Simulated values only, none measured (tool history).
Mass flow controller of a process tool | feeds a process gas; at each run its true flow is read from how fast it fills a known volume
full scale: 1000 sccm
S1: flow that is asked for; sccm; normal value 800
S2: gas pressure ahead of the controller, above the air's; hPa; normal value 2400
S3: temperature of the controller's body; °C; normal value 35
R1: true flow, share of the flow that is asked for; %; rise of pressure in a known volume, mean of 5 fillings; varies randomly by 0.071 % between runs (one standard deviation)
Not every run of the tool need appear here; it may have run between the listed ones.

Run 1, day 0.000: usual settings. Result: R1 100.27 %.
Run 2, day 10.025: usual settings. Result: R1 100.31 %.
Run 3, day 25.479: usual settings. Result: R1 100.60 %.
Run 4, day 44.550: usual settings. Result: R1 100.81 %.
Run 5, day 55.317: usual settings. Result: R1 100.87 %.
Run 6, day 71.383: usual settings. Result: R1 101.02 %.
Run 7, day 88.400: usual settings but S3 40 °C. Result: R1 101.67 %.
Run 8, day 100.808: usual settings but S3 40 °C. Result: R1 101.87 %.
Run 9, day 120.958: usual settings. Result: R1 101.32 %.
Run 10, day 133.383: usual settings. Result: R1 101.52 %.
Run 11, day 147.175: usual settings but S1 820 sccm. Result: R1 101.65 %.
Run 12, day 161.942: usual settings but S1 820 sccm. Result: R1 101.90 %.
Run 13, day 181.788: usual settings. Result: R1 101.99 %.
Run 14, day 198.817: usual settings. Result: R1 102.19 %.
Run 15, day 217.921: usual settings. Result: R1 102.33 %.
Run 16, day 234.233: usual settings. Result: R1 102.60 %.
Run 17, day 243.433: usual settings. Result: R1 100.44 %.
Run 18, day 264.208: usual settings but S2 2580 hPa. Result: R1 100.50 %.
Run 19, day 280.292: usual settings but S2 1850 hPa, S3 34 °C. Result: R1 101.04 %.
Run 20, day 300.804: usual settings but S1 101 sccm, S2 2530 hPa. Result: R1 98.81 %.
Run 21, day 319.200: usual settings but S1 101 sccm, S2 2530 hPa. Result: R1 98.81 %.
Run 22, day 338.446: usual settings but S1 101 sccm, S2 2530 hPa. Result: R1 99.18 %.
Run 23, day 347.346: usual settings but S1 101 sccm, S2 2530 hPa. Result: R1 99.21 %.
Run 24, day 368.542: usual settings but S1 116 sccm, S2 1890 hPa, S3 20 °C. Result: R1 98.17 %.
Run 25, day 380.846: usual settings but S1 116 sccm, S2 1890 hPa, S3 20 °C. Result: R1 98.36 %.
Run 26, day 401.275: usual settings but S1 489 sccm, S2 1790 hPa, S3 27 °C. Result: R1 100.61 %.
Run 27, day 410.067: usual settings but S2 1750 hPa, S3 36 °C. Result: R1 102.65 %.
Run 28, day 429.662: usual settings but S2 1750 hPa, S3 22 °C. Result: R1 99.23 %.
Run 29, day 447.517: usual settings but S1 189 sccm, S2 2660 hPa. Result: R1 98.51 %.

Between the runs listed above, the log contained 3 entries, not reproduced here. Where in the sequence does each belong, and how does what the log doesn't record of the tool's condition differ from the listed run before to the listed run after?
After run 16, before run 17: gauge calibrated (day 235.267)
  drift of the gauge itself on true_pct, %: 2.26 -> 0.08
  the result without the hidden state subtracted from the measured one, R1: +2.24 -> +0.05 %
After run 19, before run 20: controller's zero set anew (day 291.375)
  flow at rest that the sensor doesn't see, % of full scale: -0.005 -> -0.001; drift of the gauge itself on true_pct, %: 0.43 -> 0.63
  the result without the hidden state subtracted from the measured one, R1: +0.42 -> +0.59 %
After run 27, before run 28: gauge calibrated (day 428.888)
  drift of the gauge itself on true_pct, %: 1.69 -> 0.01
  the result without the hidden state subtracted from the measured one, R1: +1.68 -> -0.02 %

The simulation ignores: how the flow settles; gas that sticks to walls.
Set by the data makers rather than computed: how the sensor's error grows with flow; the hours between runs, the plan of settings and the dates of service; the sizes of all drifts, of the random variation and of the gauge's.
